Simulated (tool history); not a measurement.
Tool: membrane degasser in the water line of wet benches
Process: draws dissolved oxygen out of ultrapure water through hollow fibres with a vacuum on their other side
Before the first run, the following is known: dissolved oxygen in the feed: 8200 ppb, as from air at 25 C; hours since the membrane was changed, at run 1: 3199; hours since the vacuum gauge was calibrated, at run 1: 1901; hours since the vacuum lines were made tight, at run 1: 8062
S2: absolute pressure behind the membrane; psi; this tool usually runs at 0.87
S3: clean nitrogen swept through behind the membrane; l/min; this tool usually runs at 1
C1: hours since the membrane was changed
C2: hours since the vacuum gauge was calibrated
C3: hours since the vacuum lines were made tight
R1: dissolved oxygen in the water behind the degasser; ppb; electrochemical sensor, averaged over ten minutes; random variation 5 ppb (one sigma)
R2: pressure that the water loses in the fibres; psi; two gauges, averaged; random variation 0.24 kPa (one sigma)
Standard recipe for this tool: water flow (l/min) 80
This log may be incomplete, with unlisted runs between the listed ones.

Run 1, hour 0: usual settings; C1 3199; C2 1901; C3 8062. Result: R1 515.1 ppb, R2 9.294 psi.
Run 2, hour 41.6: usual settings; C1 3240; C2 1942; C3 8103. Result: R1 527.5 ppb, R2 9.281 psi.
Run 3, hour 108.3: usual settings; C1 3307; C2 2009; C3 8170. Result: R1 520.5 ppb, R2 9.329 psi.
Run 4, hour 159.5: usual settings but S2 0.537 psi; C1 3358; C2 2060; C3 8221. Result: R1 237.8 ppb, R2 9.338 psi.
Run 5, hour 246.3: usual settings but S2 0.537 psi; C1 3445; C2 2147; C3 8308. Result: R1 240.7 ppb, R2 9.294 psi.
Run 6, hour 313.4: usual settings; C1 3512; C2 2214; C3 8375. Result: R1 515.5 ppb, R2 9.311 psi.
Run 7, hour 384.8: usual settings; C1 3584; C2 2286; C3 8447. Result: R1 523.8 ppb, R2 9.233 psi.
Run 8, hour 465.1: usual settings; C1 3664; C2 2366; C3 8527. Result: R1 519.7 ppb, R2 9.346 psi.
Run 9, hour 555.2: usual settings; C1 3754; C2 2456; C3 8617. Result: R1 526.7 ppb, R2 9.332 psi.
Run 10, hour 622.6: usual settings; C1 3821; C2 2523; C3 8684. Result: R1 522.2 ppb, R2 9.287 psi.
Run 11, hour 665.4: usual settings; C1 3864; C2 2566; C3 8727. Result: R1 527.7 ppb, R2 9.293 psi.
Run 12, hour 737: usual settings; C1 3936; C2 2638; C3 8799. Result: R1 530.7 ppb, R2 9.33 psi.
Run 13, hour 787: usual settings but water flow (l/min) 49; C1 3986; C2 2688; C3 8849. Result: R1 290.1 ppb, R2 5.719 psi.
Run 14, hour 870: usual settings; C1 4069; C2 2771; C3 8932. Result: R1 538.9 ppb, R2 9.362 psi.
Run 15, hour 950.9: usual settings; C1 4150; C2 2852; C3 9013. Result: R1 523.8 ppb, R2 9.307 psi.
Run 16, hour 1003.1: usual settings; C1 4202; C2 2904; C3 9065. Result: R1 528.8 ppb, R2 9.301 psi.
Run 17, hour 1047: usual settings; C1 4246; C2 2948; C3 9109. Result: R1 534.4 ppb, R2 9.359 psi.
Run 18, hour 1096.2: usual settings but S2 1.201 psi, S3 0.4 l/min; C1 4295; C2 2997; C3 9158. Result: R1 1176.3 ppb, R2 9.34 psi.
Run 19, hour 1134.7: usual settings but water flow (l/min) 84, S2 2.104 psi, S3 2.76 l/min; C1 4334; C2 3036; C3 9196. Result: R1 850.5 ppb, R2 9.76 psi.
Run 20, hour 1224.4: usual settings but water flow (l/min) 50, S2 1.118 psi, S3 0.91 l/min; C1 4423; C2 3125; C3 9286. Result: R1 477.8 ppb, R2 5.826 psi.
Run 21, hour 1281.2: usual settings but water flow (l/min) 85, S2 1.331 psi, S3 1.86 l/min; C1 4480; C2 3182; C3 9343. Result: R1 679.5 ppb, R2 9.961 psi.
At hour 1304.6: seals of the vacuum lines changed.
Run 22, hour 1370.4: usual settings but water flow (l/min) 112, S2 0.555 psi, S3 1.35 l/min; C1 4567; C2 3269; C3 66. Result: R1 533.4 ppb, R2 13.095 psi.
Run 23, hour 1416.4: usual settings but water flow (l/min) 121, S2 0.599 psi; C1 4613; C2 3315; C3 112. Result: R1 690.3 ppb, R2 14.159 psi.
Run 24, hour 1480.7: usual settings but water flow (l/min) 113, S2 0.57 psi; C1 4678; C2 3380; C3 176. Result: R1 583.1 ppb, R2 13.223 psi.
Run 25, hour 1554: usual settings but water flow (l/min) 101, S3 2.95 l/min; C1 4751; C2 3453; C3 249. Result: R1 519 ppb, R2 11.851 psi.
Run 26, hour 1619: usual settings but water flow (l/min) 114, S2 0.783 psi, S3 0.4 l/min; C1 4816; C2 3518; C3 314. Result: R1 1003.2 ppb, R2 13.227 psi.
Run 27, hour 1703.2: usual settings but water flow (l/min) 114, S2 0.783 psi, S3 0.4 l/min; C1 4900; C2 3602; C3 399. Result: R1 1001.5 ppb, R2 13.359 psi.
Run 28, hour 1750.1: usual settings but water flow (l/min) 51, S2 1.471 psi; C1 4947; C2 3649; C3 445. Result: R1 685.7 ppb, R2 5.935 psi.
Run 29, hour 1813.6: usual settings but S2 1.053 psi; C1 5010; C2 3712; C3 509. Result: R1 690.1 ppb, R2 9.338 psi.

Run 30 has not been measured yet. What should we expect?
Run 30, hour 1878: usual settings but S2 1.053 psi; C1 5075; C2 3777; C3 573. Result: R1 ?, R2 ?.

{"run 30": {"R1": 706.3, "R2": 9.38}}
On a tool with no hidden condition, and with the same random variation, this run would have come out at R1 665.7 ppb, R2 9.114 psi.

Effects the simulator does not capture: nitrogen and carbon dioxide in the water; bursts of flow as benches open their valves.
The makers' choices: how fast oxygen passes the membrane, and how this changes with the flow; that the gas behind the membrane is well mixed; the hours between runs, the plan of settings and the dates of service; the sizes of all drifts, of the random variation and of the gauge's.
